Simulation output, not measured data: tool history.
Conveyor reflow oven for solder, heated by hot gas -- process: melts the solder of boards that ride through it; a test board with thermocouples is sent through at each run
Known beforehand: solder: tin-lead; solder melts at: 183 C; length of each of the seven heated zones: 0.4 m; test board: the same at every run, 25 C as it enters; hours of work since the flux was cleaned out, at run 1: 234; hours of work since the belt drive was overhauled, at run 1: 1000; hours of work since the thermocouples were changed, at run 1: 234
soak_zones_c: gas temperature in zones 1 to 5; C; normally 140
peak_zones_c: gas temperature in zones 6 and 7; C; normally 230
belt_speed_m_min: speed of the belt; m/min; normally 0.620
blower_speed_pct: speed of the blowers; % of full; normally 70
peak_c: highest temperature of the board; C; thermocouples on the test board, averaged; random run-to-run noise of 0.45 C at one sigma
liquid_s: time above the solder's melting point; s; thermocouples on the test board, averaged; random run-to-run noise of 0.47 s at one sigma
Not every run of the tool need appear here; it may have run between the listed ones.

| run | day | soak_zones_c | peak_zones_c | belt_speed_m_min | blower_speed_pct | hours of work since the flux was cleaned out | hours of work since the belt drive was overhauled | hours of work since the thermocouples were changed | peak_c | liquid_s |
|---|---|---|---|---|---|---|---|---|---|---|
| 1 | 0.000 | 140 | 230 | 0.620 | 70 | 234 | 1000 | 234 | 213.0 | 55.7 |
| 2 | 1.117 | 140 | 230 | 0.562 | 70 | 247 | 1013 | 247 | 216.0 | 64.3 |
| 3 | 3.246 | 140 | 230 | 0.562 | 70 | 273 | 1038 | 273 | 215.9 | 64.5 |
| 4 | 4.242 | 140 | 230 | 0.562 | 70 | 285 | 1050 | 285 | 216.1 | 64.1 |
|  | 4.917 | flux residue cleaned out of gas plates and filters |
| 5 | 5.779 | 140 | 230 | 0.558 | 70 | 10 | 1066 | 300 | 216.2 | 63.7 |
| 6 | 7.546 | 140 | 230 | 0.558 | 70 | 31 | 1087 | 321 | 216.3 | 65.2 |
|  | 9.392 | belt drive overhauled, speed set with a stopwatch |
| 7 | 9.812 | 140 | 230 | 0.620 | 70 | 56 | 5 | 347 | 212.6 | 53.9 |
| 8 | 10.712 | 140 | 230 | 0.620 | 70 | 67 | 16 | 357 | 212.5 | 55.2 |
| 9 | 11.654 | 140 | 230 | 0.620 | 79 | 78 | 27 | 369 | 214.5 | 56.7 |
| 10 | 13.262 | 140 | 230 | 0.620 | 79 | 98 | 46 | 388 | 214.0 | 56.5 |
| 11 | 14.442 | 140 | 230 | 0.620 | 79 | 112 | 60 | 402 | 215.0 | 57.2 |
| 12 | 15.988 | 126 | 230 | 0.620 | 70 | 130 | 79 | 420 | 210.1 | 47.1 |
| 13 | 17.379 | 126 | 230 | 0.620 | 70 | 147 | 95 | 437 | 209.1 | 46.6 |
| 14 | 18.850 | 126 | 230 | 0.620 | 70 | 164 | 113 | 455 | 210.0 | 47.4 |
| 15 | 20.362 | 140 | 230 | 0.620 | 70 | 182 | 131 | 473 | 213.4 | 55.5 |
| 16 | 22.458 | 140 | 230 | 0.620 | 70 | 208 | 156 | 498 | 213.3 | 54.8 |
| 17 | 23.354 | 140 | 230 | 0.620 | 52 | 218 | 167 | 508 | 208.3 | 50.1 |
| 18 | 25.483 | 140 | 230 | 0.620 | 52 | 244 | 192 | 534 | 207.9 | 49.7 |
| 19 | 26.479 | 153 | 230 | 0.640 | 52 | 256 | 204 | 546 | 210.3 | 55.1 |
| 20 | 28.638 | 141 | 232 | 0.620 | 70 | 281 | 230 | 571 | 214.0 | 56.7 |
|  | 29.450 | flux residue cleaned out of gas plates and filters |
| 21 | 30.596 | 141 | 232 | 0.620 | 70 | 14 | 251 | 592 | 214.5 | 57.0 |
| 22 | 32.525 | 132 | 223 | 0.649 | 78 | 37 | 274 | 615 | 205.4 | 42.7 |
| 23 | 33.575 | 132 | 223 | 0.649 | 82 | 49 | 286 | 628 | 206.6 | 42.8 |
| 24 | 35.562 | 132 | 223 | 0.649 | 82 | 73 | 310 | 652 | 206.1 | 42.8 |
| 25 | 36.846 | 132 | 223 | 0.649 | 82 | 88 | 325 | 667 | 206.3 | 43.2 |
| 26 | 38.721 | 148 | 237 | 0.719 | 76 | 111 | 348 | 689 | 216.9 | 51.9 |
| 27 | 39.938 | 148 | 237 | 0.689 | 76 | 125 | 362 | 704 | 217.3 | 56.6 |
| 28 | 40.992 | 140 | 220 | 0.716 | 70 | 138 | 375 | 716 | 199.5 | 34.1 |
| 29 | 42.621 | 140 | 230 | 0.517 | 51 | 157 | 394 | 736 | 213.6 | 67.1 |
| 30 | 43.600 | 140 | 230 | 0.517 | 51 | 169 | 406 | 748 | 214.1 | 68.3 |
| 31 | 45.092 | 140 | 230 | 0.578 | 64 | 187 | 424 | 765 | 214.0 | 59.7 |

Below are 3 alternative next runs, each starting from the tool's condition after run 31. Predict each:
| A | 46.650 | 140 | 230 | 0.627 | 70 | 205 | 443 | 784 | ? | ? |
| B | 46.650 | 140 | 235 | 0.578 | 64 | 205 | 443 | 784 | ? | ? |
| C | 46.650 | 143 | 230 | 0.578 | 64 | 205 | 443 | 784 | ? | ? |

| run | peak_c | liquid_s |
|---|---|---|
| A | 212.6 | 54.0 |
| B | 218.4 | 63.8 |
| C | 214.3 | 61.9 |
Without the tool's hidden state the same runs would have given:
| run | peak_c | liquid_s |
|---|---|---|
| A | 212.8 | 54.1 |
| B | 218.5 | 63.9 |
| C | 214.5 | 62.0 |
